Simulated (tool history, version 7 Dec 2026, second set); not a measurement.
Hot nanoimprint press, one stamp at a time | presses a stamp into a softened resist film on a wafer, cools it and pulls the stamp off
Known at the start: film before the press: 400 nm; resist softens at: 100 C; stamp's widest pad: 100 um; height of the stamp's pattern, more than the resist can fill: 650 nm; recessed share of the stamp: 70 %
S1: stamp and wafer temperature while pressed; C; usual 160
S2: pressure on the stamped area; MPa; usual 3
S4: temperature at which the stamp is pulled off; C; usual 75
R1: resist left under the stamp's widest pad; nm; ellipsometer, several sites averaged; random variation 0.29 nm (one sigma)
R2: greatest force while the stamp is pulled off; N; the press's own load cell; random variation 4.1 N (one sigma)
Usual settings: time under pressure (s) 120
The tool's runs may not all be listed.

{"run": 1, "hour": 0.0, "S1": 160, "S2": 3, "time under pressure (s)": 120, "S4": 75, "R1": 170.4, "R2": 210}
{"run": 2, "hour": 20.1, "S1": 160, "S2": 3, "time under pressure (s)": 120, "S4": 75, "R1": 170.2, "R2": 207}
{"run": 3, "hour": 45.7, "S1": 160, "S2": 3, "time under pressure (s)": 120, "S4": 75, "R1": 170.8, "R2": 210}
{"run": 4, "hour": 60.0, "S1": 160, "S2": 3, "time under pressure (s)": 120, "S4": 75, "R1": 170.3, "R2": 200}
{"hour": 90.1, "done": "stamp cleaned and given a new release coat"}
{"run": 5, "hour": 92.1, "S1": 160, "S2": 3, "time under pressure (s)": 120, "S4": 75, "R1": 171.4, "R2": 206}
{"run": 6, "hour": 111.6, "S1": 160, "S2": 3, "time under pressure (s)": 120, "S4": 75, "R1": 170.9, "R2": 200}
{"run": 7, "hour": 131.6, "S1": 160, "S2": 3, "time under pressure (s)": 92, "S4": 75, "R1": 188.2, "R2": 203}
{"run": 8, "hour": 153.6, "S1": 160, "S2": 3, "time under pressure (s)": 92, "S4": 75, "R1": 188.9, "R2": 212}
{"run": 9, "hour": 179.8, "S1": 160, "S2": 3, "time under pressure (s)": 92, "S4": 75, "R1": 188.9, "R2": 207}
{"run": 10, "hour": 201.1, "S1": 160, "S2": 3, "time under pressure (s)": 161, "S4": 75, "R1": 153.8, "R2": 205}
{"run": 11, "hour": 231.8, "S1": 160, "S2": 3.31, "time under pressure (s)": 120, "S4": 75, "R1": 163.6, "R2": 209}
{"run": 12, "hour": 258.6, "S1": 160, "S2": 3.31, "time under pressure (s)": 120, "S4": 75, "R1": 164.2, "R2": 196}
{"hour": 270.0, "done": "stamp cleaned and given a new release coat"}
{"run": 13, "hour": 286.4, "S1": 160, "S2": 3.31, "time under pressure (s)": 120, "S4": 75, "R1": 164.3, "R2": 200}
{"hour": 299.8, "done": "plate thermocouple calibrated"}
{"run": 14, "hour": 316.2, "S1": 160, "S2": 3.31, "time under pressure (s)": 120, "S4": 75, "R1": 164.6, "R2": 202}
{"run": 15, "hour": 338.9, "S1": 160, "S2": 3.31, "time under pressure (s)": 120, "S4": 75, "R1": 165.1, "R2": 207}
{"run": 16, "hour": 365.1, "S1": 163, "S2": 2.51, "time under pressure (s)": 120, "S4": 75, "R1": 172.8, "R2": 202}
{"run": 17, "hour": 381.1, "S1": 163, "S2": 2.51, "time under pressure (s)": 120, "S4": 75, "R1": 172.1, "R2": 204}
{"hour": 383.7, "done": "gauge calibrated"}
{"run": 18, "hour": 393.9, "S1": 170, "S2": 3, "time under pressure (s)": 120, "S4": 75, "R1": 124.7, "R2": 207}
{"run": 19, "hour": 416.6, "S1": 164, "S2": 1.93, "time under pressure (s)": 194, "S4": 83, "R1": 156.2, "R2": 186}
{"run": 20, "hour": 432.9, "S1": 164, "S2": 1.93, "time under pressure (s)": 194, "S4": 83, "R1": 156.7, "R2": 182}
{"hour": 453.4, "done": "stamp cleaned and given a new release coat"}
{"run": 21, "hour": 453.8, "S1": 160, "S2": 2.9, "time under pressure (s)": 79, "S4": 75, "R1": 201.6, "R2": 204}
{"run": 22, "hour": 480.7, "S1": 170, "S2": 2.9, "time under pressure (s)": 79, "S4": 83, "R1": 150.1, "R2": 179}
{"hour": 497.3, "done": "press's hydraulic seals changed and the load cell set to zero"}
{"run": 23, "hour": 504.3, "S1": 170, "S2": 2.9, "time under pressure (s)": 79, "S4": 83, "R1": 150, "R2": 173}
{"run": 24, "hour": 526.3, "S1": 170, "S2": 2.9, "time under pressure (s)": 79, "S4": 83, "R1": 150.5, "R2": 181}
{"run": 25, "hour": 551.0, "S1": 170, "S2": 2.9, "time under pressure (s)": 79, "S4": 83, "R1": 150.4, "R2": 183}
{"run": 26, "hour": 580.3, "S1": 148, "S2": 2.9, "time under pressure (s)": 138, "S4": 73, "R1": 245.3, "R2": 213}
{"run": 27, "hour": 608.4, "S1": 148, "S2": 2.9, "time under pressure (s)": 79, "S4": 83, "R1": 284.7, "R2": 184}
{"hour": 641.5, "done": "stamp cleaned and given a new release coat"}
{"run": 28, "hour": 641.5, "S1": 156, "S2": 3.02, "time under pressure (s)": 79, "S4": 83, "R1": 225, "R2": 177}

Forecast each of these 3 alternatives for the next run:
{"run": "A", "hour": 667.1, "S1": 156, "S2": 3.02, "time under pressure (s)": 79, "S4": 74, "R1": "?", "R2": "?"}
{"run": "B", "hour": 667.1, "S1": 164, "S2": 3, "time under pressure (s)": 120, "S4": 75, "R1": "?", "R2": "?"}
{"run": "C", "hour": 667.1, "S1": 161, "S2": 3, "time under pressure (s)": 120, "S4": 75, "R1": "?", "R2": "?"}

run=A R1=225.2 R2=206
run=B R1=151.5 R2=207
run=C R1=166.7 R2=199
Without the tool's hidden state the same runs would have given:
run=A R1=222.2 R2=205
run=B R1=149.4 R2=207
run=C R1=164.4 R2=199
